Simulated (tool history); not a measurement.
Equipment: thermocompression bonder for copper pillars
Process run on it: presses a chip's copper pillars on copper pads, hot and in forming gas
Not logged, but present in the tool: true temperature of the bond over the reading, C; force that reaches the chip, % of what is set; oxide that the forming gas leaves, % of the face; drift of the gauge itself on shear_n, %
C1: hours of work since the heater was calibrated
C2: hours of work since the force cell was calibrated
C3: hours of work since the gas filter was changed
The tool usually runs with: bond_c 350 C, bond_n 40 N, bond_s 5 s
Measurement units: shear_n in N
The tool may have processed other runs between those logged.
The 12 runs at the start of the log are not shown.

{"run": 13, "hour": 352.8, "bond_c": 350, "bond_n": 40, "bond_s": 5, "C1": 872, "C2": 908, "C3": 346, "shear_n": 45.7}
{"run": 14, "hour": 377.1, "bond_c": 350, "bond_n": 28, "bond_s": 5, "C1": 888, "C2": 924, "C3": 361, "shear_n": 36.5}
{"run": 15, "hour": 405.7, "bond_c": 350, "bond_n": 40, "bond_s": 13, "C1": 906, "C2": 942, "C3": 380, "shear_n": 64.7}
{"run": 16, "hour": 439.2, "bond_c": 350, "bond_n": 36, "bond_s": 5, "C1": 927, "C2": 963, "C3": 401, "shear_n": 42.0}
{"run": 17, "hour": 463.9, "bond_c": 350, "bond_n": 36, "bond_s": 5, "C1": 943, "C2": 979, "C3": 417, "shear_n": 41.7}
{"hour": 493.3, "done": "forming gas filter changed"}
{"run": 18, "hour": 503.5, "bond_c": 350, "bond_n": 36, "bond_s": 5, "C1": 968, "C2": 1004, "C3": 6, "shear_n": 45.9}
{"run": 19, "hour": 532.5, "bond_c": 350, "bond_n": 49, "bond_s": 4, "C1": 986, "C2": 1023, "C3": 25, "shear_n": 50.6}
{"run": 20, "hour": 572.1, "bond_c": 350, "bond_n": 49, "bond_s": 4, "C1": 1012, "C2": 1048, "C3": 50, "shear_n": 50.8}
{"run": 21, "hour": 615.4, "bond_c": 350, "bond_n": 49, "bond_s": 4, "C1": 1039, "C2": 1075, "C3": 78, "shear_n": 50.0}
{"run": 22, "hour": 651.3, "bond_c": 375, "bond_n": 49, "bond_s": 5, "C1": 1062, "C2": 1098, "C3": 101, "shear_n": 71.1}
{"run": 23, "hour": 679.9, "bond_c": 375, "bond_n": 49, "bond_s": 5, "C1": 1080, "C2": 1116, "C3": 119, "shear_n": 72.0}
{"hour": 704.6, "done": "heater calibrated with a thermocouple chip"}
{"run": 24, "hour": 708.3, "bond_c": 375, "bond_n": 49, "bond_s": 5, "C1": 2, "C2": 1133, "C3": 136, "shear_n": 78.3}
{"run": 25, "hour": 743.0, "bond_c": 350, "bond_n": 34, "bond_s": 5, "C1": 24, "C2": 1155, "C3": 158, "shear_n": 48.3}
{"run": 26, "hour": 773.0, "bond_c": 350, "bond_n": 38, "bond_s": 5, "C1": 44, "C2": 1174, "C3": 177, "shear_n": 50.3}
{"run": 27, "hour": 813.9, "bond_c": 350, "bond_n": 41, "bond_s": 5, "C1": 70, "C2": 1201, "C3": 203, "shear_n": 52.1}
{"run": 28, "hour": 845.1, "bond_c": 361, "bond_n": 53, "bond_s": 3, "C1": 90, "C2": 1220, "C3": 223, "shear_n": 59.2}
{"run": 29, "hour": 885.6, "bond_c": 343, "bond_n": 53, "bond_s": 10, "C1": 115, "C2": 1246, "C3": 249, "shear_n": 71.2}
{"run": 30, "hour": 927.5, "bond_c": 325, "bond_n": 53, "bond_s": 5, "C1": 142, "C2": 1273, "C3": 275, "shear_n": 43.9}
{"run": 31, "hour": 971.2, "bond_c": 329, "bond_n": 40, "bond_s": 6, "C1": 170, "C2": 1301, "C3": 303, "shear_n": 41.9}

Branching from run 31: 5 alternative next runs. What would each branch give?
{"run": "A", "hour": 994.3, "bond_c": 360, "bond_n": 40, "bond_s": 6, "C1": 185, "C2": 1316, "C3": 318, "shear_n": "?"}
{"run": "B", "hour": 994.3, "bond_c": 362, "bond_n": 27, "bond_s": 3, "C1": 185, "C2": 1316, "C3": 318, "shear_n": "?"}
{"run": "C", "hour": 994.3, "bond_c": 379, "bond_n": 27, "bond_s": 7, "C1": 185, "C2": 1316, "C3": 318, "shear_n": "?"}
{"run": "D", "hour": 994.3, "bond_c": 350, "bond_n": 40, "bond_s": 3, "C1": 185, "C2": 1316, "C3": 318, "shear_n": "?"}
{"run": "E", "hour": 994.3, "bond_c": 324, "bond_n": 33, "bond_s": 15, "C1": 185, "C2": 1316, "C3": 318, "shear_n": "?"}

run=A shear_n=58.7
run=B shear_n=36.1
run=C shear_n=61.4
run=D shear_n=40.8
run=E shear_n=48.0
What these runs would have given with no unlogged condition in the tool:
run=A shear_n=64.3
run=B shear_n=39.7
run=C shear_n=67.1
run=D shear_n=44.8
run=E shear_n=52.9
